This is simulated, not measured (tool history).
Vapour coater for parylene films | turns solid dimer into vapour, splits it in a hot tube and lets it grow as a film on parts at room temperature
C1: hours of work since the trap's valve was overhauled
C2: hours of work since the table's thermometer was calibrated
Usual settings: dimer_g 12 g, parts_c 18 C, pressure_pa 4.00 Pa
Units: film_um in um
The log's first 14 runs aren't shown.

{"run": 15, "hour": 765.2, "dimer_g": 12, "parts_c": 18, "pressure_pa": 4.0, "C1": 110, "C2": 546, "film_um": 2.044}
{"run": 16, "hour": 821.9, "dimer_g": 12, "parts_c": 18, "pressure_pa": 4.0, "C1": 134, "C2": 571, "film_um": 2.05}
{"run": 17, "hour": 866.7, "dimer_g": 12, "parts_c": 18, "pressure_pa": 2.61, "C1": 153, "C2": 590, "film_um": 2.14}
{"run": 18, "hour": 910.0, "dimer_g": 12, "parts_c": 18, "pressure_pa": 2.61, "C1": 172, "C2": 608, "film_um": 2.144}
{"run": 19, "hour": 948.7, "dimer_g": 12, "parts_c": 18, "pressure_pa": 2.61, "C1": 188, "C2": 625, "film_um": 2.134}
{"run": 20, "hour": 983.7, "dimer_g": 12, "parts_c": 18, "pressure_pa": 2.61, "C1": 203, "C2": 640, "film_um": 2.137}
{"run": 21, "hour": 1054.6, "dimer_g": 12, "parts_c": 18, "pressure_pa": 2.61, "C1": 234, "C2": 670, "film_um": 2.141}
{"hour": 1094.2, "done": "trap's valve overhauled"}
{"run": 22, "hour": 1127.7, "dimer_g": 12, "parts_c": 18, "pressure_pa": 2.61, "C1": 14, "C2": 700, "film_um": 2.145}
{"run": 23, "hour": 1186.5, "dimer_g": 12, "parts_c": 18, "pressure_pa": 2.61, "C1": 40, "C2": 725, "film_um": 2.145}
{"run": 24, "hour": 1261.0, "dimer_g": 6, "parts_c": 11, "pressure_pa": 2.64, "C1": 72, "C2": 757, "film_um": 1.259}
{"run": 25, "hour": 1330.0, "dimer_g": 8, "parts_c": 19, "pressure_pa": 10.11, "C1": 101, "C2": 787, "film_um": 1.216}
{"run": 26, "hour": 1388.3, "dimer_g": 8, "parts_c": 19, "pressure_pa": 10.11, "C1": 126, "C2": 812, "film_um": 1.217}
{"run": 27, "hour": 1451.3, "dimer_g": 8, "parts_c": 19, "pressure_pa": 10.11, "C1": 153, "C2": 839, "film_um": 1.211}
{"run": 28, "hour": 1524.1, "dimer_g": 12, "parts_c": 28, "pressure_pa": 7.1, "C1": 184, "C2": 870, "film_um": 1.53}
{"run": 29, "hour": 1576.5, "dimer_g": 12, "parts_c": 28, "pressure_pa": 7.1, "C1": 207, "C2": 893, "film_um": 1.549}
{"run": 30, "hour": 1621.2, "dimer_g": 10, "parts_c": 18, "pressure_pa": 4.97, "C1": 226, "C2": 912, "film_um": 1.683}
{"hour": 1679.0, "done": "trap's valve overhauled"}
{"hour": 1680.0, "done": "table's thermometer calibrated"}
{"run": 31, "hour": 1680.0, "dimer_g": 14, "parts_c": 12, "pressure_pa": 7.04, "C1": 0, "C2": 0, "film_um": 2.61}
{"run": 32, "hour": 1723.9, "dimer_g": 14, "parts_c": 12, "pressure_pa": 7.04, "C1": 19, "C2": 19, "film_um": 2.591}
{"run": 33, "hour": 1788.1, "dimer_g": 16, "parts_c": 12, "pressure_pa": 5.65, "C1": 46, "C2": 46, "film_um": 3.052}
{"run": 34, "hour": 1848.4, "dimer_g": 14, "parts_c": 24, "pressure_pa": 4.93, "C1": 72, "C2": 72, "film_um": 2.038}
{"run": 35, "hour": 1890.0, "dimer_g": 14, "parts_c": 24, "pressure_pa": 4.93, "C1": 90, "C2": 90, "film_um": 2.049}
{"run": 36, "hour": 1950.5, "dimer_g": 12, "parts_c": 12, "pressure_pa": 4.0, "C1": 116, "C2": 116, "film_um": 2.356}
{"run": 37, "hour": 2023.6, "dimer_g": 12, "parts_c": 10, "pressure_pa": 3.61, "C1": 147, "C2": 147, "film_um": 2.481}
{"run": 38, "hour": 2103.7, "dimer_g": 15, "parts_c": 19, "pressure_pa": 4.0, "C1": 182, "C2": 182, "film_um": 2.518}
{"run": 39, "hour": 2155.5, "dimer_g": 16, "parts_c": 18, "pressure_pa": 5.37, "C1": 204, "C2": 204, "film_um": 2.67}

Forecast each of these 4 alternatives for the next run:
{"run": "A", "hour": 2219.3, "dimer_g": 14, "parts_c": 18, "pressure_pa": 4.01, "C1": 231, "C2": 231, "film_um": "?"}
{"run": "B", "hour": 2219.3, "dimer_g": 8, "parts_c": 18, "pressure_pa": 4.0, "C1": 231, "C2": 231, "film_um": "?"}
{"run": "C", "hour": 2219.3, "dimer_g": 18, "parts_c": 18, "pressure_pa": 2.24, "C1": 231, "C2": 231, "film_um": "?"}
{"run": "D", "hour": 2219.3, "dimer_g": 16, "parts_c": 20, "pressure_pa": 3.39, "C1": 231, "C2": 231, "film_um": "?"}

run=A film_um=2.383
run=B film_um=1.372
run=C film_um=3.266
run=D film_um=2.656
Without the tool's hidden state the same runs would have given:
run=A film_um=2.386
run=B film_um=1.373
run=C film_um=3.270
run=D film_um=2.659

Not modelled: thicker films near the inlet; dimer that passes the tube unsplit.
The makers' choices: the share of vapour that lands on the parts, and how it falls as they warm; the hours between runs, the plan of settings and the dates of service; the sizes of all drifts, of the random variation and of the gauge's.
